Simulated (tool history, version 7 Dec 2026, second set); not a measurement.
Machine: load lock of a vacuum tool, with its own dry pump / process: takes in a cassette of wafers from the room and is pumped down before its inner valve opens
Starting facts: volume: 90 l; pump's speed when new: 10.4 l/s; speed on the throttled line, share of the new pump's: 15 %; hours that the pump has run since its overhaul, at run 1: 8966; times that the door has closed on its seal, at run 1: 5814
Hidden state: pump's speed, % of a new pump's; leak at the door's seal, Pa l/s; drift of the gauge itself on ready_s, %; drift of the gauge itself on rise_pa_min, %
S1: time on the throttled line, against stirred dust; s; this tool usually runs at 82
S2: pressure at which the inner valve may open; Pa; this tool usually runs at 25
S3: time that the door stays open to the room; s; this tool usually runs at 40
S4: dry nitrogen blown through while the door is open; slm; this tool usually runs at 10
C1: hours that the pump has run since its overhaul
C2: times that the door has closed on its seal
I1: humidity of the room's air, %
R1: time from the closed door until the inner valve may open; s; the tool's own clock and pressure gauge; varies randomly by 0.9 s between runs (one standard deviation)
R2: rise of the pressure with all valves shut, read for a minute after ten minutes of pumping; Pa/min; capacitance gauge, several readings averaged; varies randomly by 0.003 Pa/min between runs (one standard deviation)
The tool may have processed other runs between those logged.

run	hour	S1	S2	S3	S4	C1	C2	I1	R1	R2
1	0.0	82	25	40	10	8966	5814	40.9	148.6	0.060
2	153.4	82	25	40	10	9120	6321	42.8	147.8	0.063
3	275.5	82	25	40	41	9242	6725	47.9	148.4	0.048
4	392.3	82	25	40	41	9358	7111	43.8	149.5	0.054
5	629.6	82	25	40	41	9596	7895	47.8	149.1	0.055
6	738.2	82	25	40	10	9704	8254	44.3	149.6	0.077
7	869.7	82	25	40	10	9836	8689	47.6	148.9	0.086
8	1088.0	82	25	40	10	10054	9411	46.2	150.6	0.092
9	1262.6	82	25	40	10	10229	9988	42.0	149.6	0.089
10	1366.5	82	25	40	10	10333	10331	43.5	150.9	0.083
11	1527.4	82	25	40	10	10494	10863	42.6	149.4	0.097
12	1744.9	82	25	40	10	10711	11582	48.6	149.7	0.103
13	1933.7	82	25	40	10	10900	12206	45.6	150.2	0.103
14	2142.4	96	25	40	10	11109	12896	44.6	162.7	0.106
15	2263.6	96	25	40	10	11230	13297	44.9	163.5	0.116
16	2411.3	82	25	40	10	11377	13785	46.7	151.6	0.115
17	2604.0	82	25	40	14	11570	14422	46.7	151.3	0.119
18	2717.5	82	25	40	10	11684	14797	42.8	150.6	0.126
19	2848.2	82	25	40	10	11814	15229	44.3	153.1	0.127
20	2993.6	82	25	40	10	11960	15709	47.1	151.3	0.134
21	3219.7	123	24	99	26	12186	16457	45.6	186.5	0.143
22	3427.6	82	25	177	38	12394	17144	46.8	151.9	0.150
23	3565.9	82	25	32	18	12532	17601	47.3	150.8	0.140
24	3706.4	82	25	32	18	12673	18066	45.0	151.6	0.138
25	3841.8	82	32	40	30	12808	18513	46.4	149.7	0.143
26	4032.9	61	25	144	10	12999	19145	43.2	133.2	0.203
27	4145.5	61	25	144	10	13112	19517	42.5	134.3	0.201
28	4326.4	82	47	92	10	13293	20115	44.7	145.1	0.195
29	4467.5	87	25	92	10	13434	20581	45.1	158.0	0.204
30	4709.0	91	25	61	10	13675	21380	42.7	160.5	0.198
31	4965.4	82	25	194	35	13932	22227	47.5	155.4	0.216
32	5119.7	82	30	194	7	14086	22737	46.2	152.3	0.263
33	5366.9	42	20	158	29	14333	23554	43.1	123.0	0.223

Expected results for the next run?
34	5515.3	157	23	158	29	14481	24045	46.8	?	?

Run 34 gave R1 217.1 s, R2 0.231 Pa/min.
On a tool with no hidden condition, and with the same random variation, this run would have come out at R1 207.3 s, R2 0.050 Pa/min.

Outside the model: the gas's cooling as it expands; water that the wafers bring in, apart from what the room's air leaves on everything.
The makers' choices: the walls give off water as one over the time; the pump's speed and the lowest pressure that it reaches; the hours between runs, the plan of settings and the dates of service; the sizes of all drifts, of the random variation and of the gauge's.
